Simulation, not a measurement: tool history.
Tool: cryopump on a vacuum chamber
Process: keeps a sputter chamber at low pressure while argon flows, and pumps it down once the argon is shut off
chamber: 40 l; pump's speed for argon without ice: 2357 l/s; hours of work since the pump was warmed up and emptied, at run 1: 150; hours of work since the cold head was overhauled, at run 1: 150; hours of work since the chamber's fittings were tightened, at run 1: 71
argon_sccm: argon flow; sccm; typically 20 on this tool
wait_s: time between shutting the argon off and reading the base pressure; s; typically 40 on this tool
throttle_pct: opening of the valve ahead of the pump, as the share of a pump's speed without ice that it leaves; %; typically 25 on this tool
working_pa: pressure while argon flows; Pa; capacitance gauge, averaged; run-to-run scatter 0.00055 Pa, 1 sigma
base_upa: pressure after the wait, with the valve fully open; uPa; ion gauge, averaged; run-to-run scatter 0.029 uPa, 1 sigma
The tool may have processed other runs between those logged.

run,hour,argon_sccm,wait_s,throttle_pct,hours of work since the pump was warmed up and emptied,hours of work since the cold head was overhauled,hours of work since the chamber's fittings were tightened,working_pa,base_upa
1,0,20,40,25,150,150,71,0.0582,1.48
2,12.1,20,40,45,155,155,76,0.032,1.48
3,27.4,20,40,25,161,161,82,0.0586,1.53
4,38.7,19,40,25,166,166,86,0.0557,1.46
5,54.5,19,40,25,173,173,93,0.0555,1.48
6,75.5,11,40,25,181,181,102,0.0321,1.5
7,93.1,11,40,25,188,188,109,0.0331,1.5
8,111.1,20,40,25,196,196,116,0.0593,1.51
9,132.5,10,40,25,205,205,125,0.0295,1.52
10,152.2,34,40,25,213,213,133,0.0994,1.49
11,167.1,34,40,25,219,219,139,0.099,1.55
12,179.8,34,40,25,224,224,145,0.0986,1.54
13,194.3,34,40,25,230,230,150,0.0985,1.54
14,207.7,12,40,25,236,236,156,0.0351,1.58
15,231.9,12,40,25,246,246,166,0.0351,1.58
16,252,20,40,25,254,254,174,0.0579,1.58
17,274.2,20,40,25,263,263,183,0.0582,1.6
18,293.5,22,40,30,271,271,191,0.0547,1.61
19,312.4,18,25,28,279,279,199,0.0472,2.32
20,326.9,16,40,47,285,285,205,0.0254,1.57
21,343.1,16,299,47,291,291,212,0.0252,0.55
22,356.3,27,22,25,297,297,217,0.0784,2.72
23,374.3,27,22,25,304,304,225,0.0784,2.62
24,387.5,9,35,25,310,310,230,0.0262,1.79
25,410.9,9,35,25,319,319,240,0.0253,1.74
26,428.9,13,40,34,327,327,247,0.0279,1.6
27,439.1,16,24,28,331,331,251,0.0428,2.53
28,458.5,16,53,51,339,339,259,0.0238,1.36
29,476.7,19,40,32,346,346,267,0.0439,1.7
30,494.4,19,76,32,354,354,274,0.044,1.04
31,514.2,9,153,37,362,362,282,0.0188,0.71
32,533.5,9,153,37,370,370,290,0.0176,0.75
33,558.2,9,153,37,380,380,300,0.0182,0.75
34,570.9,9,153,37,385,385,305,0.0183,0.76

Subtracting, for every run, the result it would have given without the tool's unlogged condition from the measured result gives the following. The same run-to-run variation enters both numbers; the gauge's scatter may not:
Hidden state at play: pump's speed, % of a pump's without ice; cold plate's temperature, K; leak into the chamber, uPa l/s; drift of the gauge itself on working_pa, %; drift of the gauge itself on base_upa, %.
run,working_pa,base_upa
1,+0.0006,+0.08
2,+0.0006,+0.08
3,+0.0007,+0.09
4,+0.0006,+0.09
5,+0.0006,+0.09
6,+0.0004,+0.1
7,+0.0004,+0.11
8,+0.0007,+0.11
9,+0.0004,+0.12
10,+0.0014,+0.13
11,+0.0015,+0.14
12,+0.0015,+0.14
13,+0.0015,+0.15
14,+0.0005,+0.15
15,+0.0006,+0.16
16,+0.001,+0.17
17,+0.001,+0.18
18,+0.0012,+0.19
19,+0.001,+0.19
20,+0.0009,+0.2
21,+0.0009,+0.2
22,+0.0016,+0.22
23,+0.0016,+0.22
24,+0.0005,+0.22
25,+0.0006,+0.23
26,+0.0008,+0.24
27,+0.001,+0.25
28,+0.0011,+0.25
29,+0.0012,+0.26
30,+0.0013,+0.26
31,+0.0007,+0.27
32,+0.0006,+0.29
33,+0.0007,+0.29
34,+0.0007,+0.31
